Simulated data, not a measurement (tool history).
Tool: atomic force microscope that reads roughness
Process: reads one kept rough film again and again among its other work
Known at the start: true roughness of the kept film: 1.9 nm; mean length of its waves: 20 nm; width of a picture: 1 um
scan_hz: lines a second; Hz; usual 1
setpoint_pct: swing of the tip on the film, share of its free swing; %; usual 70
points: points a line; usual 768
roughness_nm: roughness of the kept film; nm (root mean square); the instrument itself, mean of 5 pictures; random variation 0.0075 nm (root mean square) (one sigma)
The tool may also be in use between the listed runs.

run 1 hour=0 | scan_hz=1 setpoint_pct=70 points=768 | roughness_nm=1.547
run 2 hour=14.8 | scan_hz=1 setpoint_pct=70 points=768 | roughness_nm=1.495
run 3 hour=30.7 | scan_hz=1 setpoint_pct=82 points=768 | roughness_nm=1.368
run 4 hour=60.7 | scan_hz=1 setpoint_pct=70 points=768 | roughness_nm=1.35
-- hour=74.8 new tip fitted
run 5 hour=89.5 | scan_hz=1 setpoint_pct=70 points=768 | roughness_nm=1.53
run 6 hour=118.2 | scan_hz=1 setpoint_pct=70 points=768 | roughness_nm=1.421
run 7 hour=148.5 | scan_hz=1 setpoint_pct=70 points=264 | roughness_nm=1.287
-- hour=158.7 new tip fitted
run 8 hour=179.3 | scan_hz=1 setpoint_pct=70 points=641 | roughness_nm=1.497
run 9 hour=198.1 | scan_hz=1 setpoint_pct=70 points=768 | roughness_nm=1.435
run 10 hour=218.6 | scan_hz=1.22 setpoint_pct=70 points=768 | roughness_nm=1.366
-- hour=243.6 new tip fitted
run 11 hour=250.1 | scan_hz=3.17 setpoint_pct=70 points=768 | roughness_nm=1.391
run 12 hour=271.8 | scan_hz=3.17 setpoint_pct=70 points=768 | roughness_nm=1.317
run 13 hour=290.2 | scan_hz=3.17 setpoint_pct=70 points=768 | roughness_nm=1.275
run 14 hour=311.2 | scan_hz=1 setpoint_pct=70 points=768 | roughness_nm=1.348
-- hour=327.5 new tip fitted
run 15 hour=329.7 | scan_hz=2.99 setpoint_pct=79 points=390 | roughness_nm=1.274
run 16 hour=347.8 | scan_hz=0.61 setpoint_pct=72 points=637 | roughness_nm=1.513
run 17 hour=361.9 | scan_hz=2.79 setpoint_pct=77 points=316 | roughness_nm=1.209
run 18 hour=386.3 | scan_hz=3.44 setpoint_pct=67 points=522 | roughness_nm=1.226
run 19 hour=403 | scan_hz=1.17 setpoint_pct=82 points=307 | roughness_nm=1.203
-- hour=410.5 new tip fitted
run 20 hour=426.6 | scan_hz=2.3 setpoint_pct=84 points=785 | roughness_nm=1.275
run 21 hour=456.5 | scan_hz=0.83 setpoint_pct=70 points=893 | roughness_nm=1.426
run 22 hour=476.5 | scan_hz=0.83 setpoint_pct=70 points=298 | roughness_nm=1.345
-- hour=494 new tip fitted
run 23 hour=507.2 | scan_hz=3.54 setpoint_pct=88 points=315 | roughness_nm=1.063
run 24 hour=525.7 | scan_hz=3.68 setpoint_pct=78 points=315 | roughness_nm=1.148
run 25 hour=554.8 | scan_hz=1.54 setpoint_pct=78 points=315 | roughness_nm=1.249
-- hour=578.3 new tip fitted
run 26 hour=583.9 | scan_hz=1.54 setpoint_pct=78 points=315 | roughness_nm=1.432
run 27 hour=609.9 | scan_hz=1.54 setpoint_pct=90 points=542 | roughness_nm=1.238

Forecast each of these 4 alternatives for the next run:
run A hour=636.9 | scan_hz=1.54 setpoint_pct=63 points=547 | roughness_nm=?
run B hour=636.9 | scan_hz=3.92 setpoint_pct=87 points=777 | roughness_nm=?
run C hour=636.9 | scan_hz=2.86 setpoint_pct=70 points=276 | roughness_nm=?
run D hour=636.9 | scan_hz=1 setpoint_pct=74 points=321 | roughness_nm=?

run=A roughness_nm=1.368
run=B roughness_nm=0.935
run=C roughness_nm=1.224
run=D roughness_nm=1.329
Without the tool's hidden state the same runs would have given:
run=A roughness_nm=1.573
run=B roughness_nm=1.075
run=C roughness_nm=1.408
run=D roughness_nm=1.529

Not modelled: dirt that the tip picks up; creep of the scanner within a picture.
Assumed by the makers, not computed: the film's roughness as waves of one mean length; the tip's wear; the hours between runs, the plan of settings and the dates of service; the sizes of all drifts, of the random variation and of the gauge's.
